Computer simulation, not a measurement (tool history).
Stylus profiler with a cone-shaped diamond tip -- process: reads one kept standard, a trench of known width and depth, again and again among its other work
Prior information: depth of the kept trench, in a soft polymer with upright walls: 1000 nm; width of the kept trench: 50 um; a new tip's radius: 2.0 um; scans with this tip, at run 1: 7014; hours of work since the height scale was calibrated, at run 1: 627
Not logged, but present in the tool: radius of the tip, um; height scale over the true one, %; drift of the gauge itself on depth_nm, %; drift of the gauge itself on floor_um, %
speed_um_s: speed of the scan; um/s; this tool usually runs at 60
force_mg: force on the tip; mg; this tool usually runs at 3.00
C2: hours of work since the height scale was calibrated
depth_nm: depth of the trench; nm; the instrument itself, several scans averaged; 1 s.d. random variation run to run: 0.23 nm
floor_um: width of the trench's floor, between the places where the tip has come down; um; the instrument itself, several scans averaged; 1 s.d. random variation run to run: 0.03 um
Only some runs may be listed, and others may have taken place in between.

{"run": 1, "day": 0.0, "speed_um_s": 60, "force_mg": 3.0, "scans with this tip": 7014, "C2": 627, "depth_nm": 1017.6, "floor_um": 44.47}
{"run": 2, "day": 0.733, "speed_um_s": 60, "force_mg": 3.0, "scans with this tip": 7100, "C2": 635, "depth_nm": 1017.01, "floor_um": 44.46}
{"run": 3, "day": 1.183, "speed_um_s": 60, "force_mg": 3.0, "scans with this tip": 7153, "C2": 640, "depth_nm": 1017.19, "floor_um": 44.5}
{"run": 4, "day": 1.875, "speed_um_s": 60, "force_mg": 3.0, "scans with this tip": 7234, "C2": 647, "depth_nm": 1017.58, "floor_um": 44.42}
{"run": 5, "day": 2.454, "speed_um_s": 60, "force_mg": 3.0, "scans with this tip": 7302, "C2": 653, "depth_nm": 1017.2, "floor_um": 44.41}
{"run": 6, "day": 2.867, "speed_um_s": 60, "force_mg": 3.0, "scans with this tip": 7350, "C2": 657, "depth_nm": 1016.77, "floor_um": 44.4}
{"day": 2.938, "done": "height scale calibrated on a step standard"}
{"run": 7, "day": 3.242, "speed_um_s": 60, "force_mg": 3.0, "scans with this tip": 7392, "C2": 3, "depth_nm": 1017.55, "floor_um": 44.42}
{"run": 8, "day": 3.933, "speed_um_s": 60, "force_mg": 3.0, "scans with this tip": 7472, "C2": 10, "depth_nm": 1017.72, "floor_um": 44.33}
{"run": 9, "day": 4.538, "speed_um_s": 60, "force_mg": 3.0, "scans with this tip": 7543, "C2": 17, "depth_nm": 1018.08, "floor_um": 44.37}
{"run": 10, "day": 5.104, "speed_um_s": 58, "force_mg": 5.13, "scans with this tip": 7609, "C2": 23, "depth_nm": 1024.89, "floor_um": 44.42}
{"run": 11, "day": 5.817, "speed_um_s": 26, "force_mg": 2.96, "scans with this tip": 7693, "C2": 30, "depth_nm": 1017.88, "floor_um": 44.49}
{"run": 12, "day": 6.325, "speed_um_s": 26, "force_mg": 2.96, "scans with this tip": 7752, "C2": 35, "depth_nm": 1017.46, "floor_um": 44.52}
{"day": 6.679, "done": "height scale calibrated on a step standard, once more"}
{"run": 13, "day": 6.925, "speed_um_s": 26, "force_mg": 2.96, "scans with this tip": 7820, "C2": 3, "depth_nm": 1015.54, "floor_um": 44.54}
{"run": 14, "day": 7.646, "speed_um_s": 26, "force_mg": 2.96, "scans with this tip": 7905, "C2": 10, "depth_nm": 1015.34, "floor_um": 44.5}
{"run": 15, "day": 8.221, "speed_um_s": 16, "force_mg": 4.89, "scans with this tip": 7972, "C2": 16, "depth_nm": 1021.64, "floor_um": 44.57}
{"run": 16, "day": 8.817, "speed_um_s": 37, "force_mg": 3.03, "scans with this tip": 8042, "C2": 22, "depth_nm": 1015.76, "floor_um": 44.37}
{"run": 17, "day": 9.325, "speed_um_s": 60, "force_mg": 1.18, "scans with this tip": 8102, "C2": 28, "depth_nm": 1008.77, "floor_um": 44.03}
{"run": 18, "day": 10.008, "speed_um_s": 151, "force_mg": 2.67, "scans with this tip": 8181, "C2": 35, "depth_nm": 1014.16, "floor_um": 43.71}

Alternative continuations, all from the tool just after run 18; predict every row:
{"run": "A", "day": 10.567, "speed_um_s": 156, "force_mg": 1.58, "scans with this tip": 8247, "C2": 41, "depth_nm": "?", "floor_um": "?"}
{"run": "B", "day": 10.567, "speed_um_s": 60, "force_mg": 1.39, "scans with this tip": 8247, "C2": 41, "depth_nm": "?", "floor_um": "?"}
{"run": "C", "day": 10.567, "speed_um_s": 60, "force_mg": 3.28, "scans with this tip": 8247, "C2": 41, "depth_nm": "?", "floor_um": "?"}
{"run": "D", "day": 10.567, "speed_um_s": 39, "force_mg": 7.92, "scans with this tip": 8247, "C2": 41, "depth_nm": "?", "floor_um": "?"}

run=A depth_nm=1010.21 floor_um=43.39
run=B depth_nm=1009.71 floor_um=44.01
run=C depth_nm=1016.40 floor_um=44.21
run=D depth_nm=1030.19 floor_um=44.38
Take away the tool's hidden state, keep each run's random variation, and the runs would have read:
run=A depth_nm=1010.34 floor_um=45.39
run=B depth_nm=1009.85 floor_um=46.01
run=C depth_nm=1016.54 floor_um=46.21
run=D depth_nm=1030.33 floor_um=46.38
